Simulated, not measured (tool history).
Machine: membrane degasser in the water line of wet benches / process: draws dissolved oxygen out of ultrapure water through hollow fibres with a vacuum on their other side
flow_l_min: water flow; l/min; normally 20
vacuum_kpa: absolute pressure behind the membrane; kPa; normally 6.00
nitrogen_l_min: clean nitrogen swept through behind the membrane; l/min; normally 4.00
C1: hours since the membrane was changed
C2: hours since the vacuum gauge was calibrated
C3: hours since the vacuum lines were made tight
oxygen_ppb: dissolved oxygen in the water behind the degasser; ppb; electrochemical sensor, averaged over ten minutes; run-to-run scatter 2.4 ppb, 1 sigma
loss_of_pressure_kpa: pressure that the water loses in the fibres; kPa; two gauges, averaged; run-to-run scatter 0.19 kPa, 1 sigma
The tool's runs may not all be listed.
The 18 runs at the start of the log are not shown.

Run 19, hour 645.1: usual settings but flow_l_min 17 l/min, vacuum_kpa 11.37 kPa, nitrogen_l_min 4.09 l/min; C1 2769; C2 3833; C3 5704. Result: oxygen_ppb 227.1 ppb, loss_of_pressure_kpa 34.59 kPa.
Run 20, hour 667.0: usual settings but flow_l_min 17 l/min, vacuum_kpa 11.37 kPa, nitrogen_l_min 4.09 l/min; C1 2790; C2 3855; C3 5726. Result: oxygen_ppb 228.9 ppb, loss_of_pressure_kpa 34.75 kPa.
Run 21, hour 706.0: usual settings but flow_l_min 17 l/min, vacuum_kpa 11.37 kPa, nitrogen_l_min 4.09 l/min; C1 2830; C2 3894; C3 5765. Result: oxygen_ppb 233.4 ppb, loss_of_pressure_kpa 34.68 kPa.
Run 22, hour 755.8: usual settings but vacuum_kpa 4.54 kPa, nitrogen_l_min 6.97 l/min; C1 2879; C2 3943; C3 5815. Result: oxygen_ppb 217.8 ppb, loss_of_pressure_kpa 40.83 kPa.
Run 23, hour 803.6: usual settings but flow_l_min 17 l/min, vacuum_kpa 6.82 kPa, nitrogen_l_min 6.65 l/min; C1 2927; C2 3991; C3 5863. Result: oxygen_ppb 174.8 ppb, loss_of_pressure_kpa 34.42 kPa.
Run 24, hour 837.4: usual settings but flow_l_min 17 l/min, vacuum_kpa 6.82 kPa, nitrogen_l_min 6.65 l/min; C1 2961; C2 4025; C3 5897. Result: oxygen_ppb 173.7 ppb, loss_of_pressure_kpa 34.54 kPa.
Run 25, hour 871.7: usual settings but flow_l_min 17 l/min, nitrogen_l_min 5.51 l/min; C1 2995; C2 4059; C3 5931. Result: oxygen_ppb 172.2 ppb, loss_of_pressure_kpa 34.59 kPa.
Run 26, hour 913.4: usual settings but flow_l_min 22 l/min, vacuum_kpa 3.87 kPa, nitrogen_l_min 3.23 l/min; C1 3037; C2 4101; C3 5973. Result: oxygen_ppb 258.4 ppb, loss_of_pressure_kpa 44.75 kPa.
Run 27, hour 960.4: usual settings but flow_l_min 27 l/min, vacuum_kpa 4.72 kPa, nitrogen_l_min 11.33 l/min; C1 3084; C2 4148; C3 6020. Result: oxygen_ppb 364.5 ppb, loss_of_pressure_kpa 55.10 kPa.
Run 28, hour 1014.2: usual settings but flow_l_min 27 l/min, vacuum_kpa 4.72 kPa, nitrogen_l_min 11.33 l/min; C1 3138; C2 4202; C3 6073. Result: oxygen_ppb 359.5 ppb, loss_of_pressure_kpa 55.12 kPa.
Run 29, hour 1044.3: usual settings but flow_l_min 31 l/min, vacuum_kpa 9.11 kPa; C1 3168; C2 4232; C3 6104. Result: oxygen_ppb 538.7 ppb, loss_of_pressure_kpa 62.77 kPa.
Run 30, hour 1095.4: usual settings but vacuum_kpa 7.71 kPa, nitrogen_l_min 11.68 l/min; C1 3219; C2 4283; C3 6155. Result: oxygen_ppb 226.1 ppb, loss_of_pressure_kpa 41.00 kPa.
Run 31, hour 1148.8: usual settings but flow_l_min 14 l/min, nitrogen_l_min 3.25 l/min; C1 3272; C2 4336; C3 6208. Result: oxygen_ppb 127.0 ppb, loss_of_pressure_kpa 28.67 kPa.
Run 32, hour 1178.0: usual settings but flow_l_min 14 l/min, nitrogen_l_min 3.25 l/min; C1 3301; C2 4366; C3 6237. Result: oxygen_ppb 126.3 ppb, loss_of_pressure_kpa 28.53 kPa.
Run 33, hour 1217.5: usual settings but flow_l_min 14 l/min, nitrogen_l_min 3.25 l/min; C1 3341; C2 4405; C3 6277. Result: oxygen_ppb 128.8 ppb, loss_of_pressure_kpa 28.47 kPa.

What if the next run were any one of these 3? Each begins from the tool's condition after run 33:
Run A, hour 1256.4: usual settings but flow_l_min 14 l/min, vacuum_kpa 6.18 kPa, nitrogen_l_min 3.25 l/min; C1 3380; C2 4444; C3 6316. Result: oxygen_ppb ?, loss_of_pressure_kpa ?.
Run B, hour 1256.4: usual settings but flow_l_min 22 l/min, vacuum_kpa 13.01 kPa, nitrogen_l_min 6.68 l/min; C1 3380; C2 4444; C3 6316. Result: oxygen_ppb ?, loss_of_pressure_kpa ?.
Run C, hour 1256.4: usual settings but flow_l_min 13 l/min, vacuum_kpa 5.74 kPa, nitrogen_l_min 2.74 l/min; C1 3380; C2 4444; C3 6316. Result: oxygen_ppb ?, loss_of_pressure_kpa ?.

run  oxygen_ppb  loss_of_pressure_kpa
  A       131.7                 28.71
  B       320.2                 44.54
  C       112.4                 26.35
Take away the tool's hidden state, keep each run's random variation, and the runs would have read:
run  oxygen_ppb  loss_of_pressure_kpa
  A       131.5                 28.70
  B       320.0                 44.53
  C       112.2                 26.34
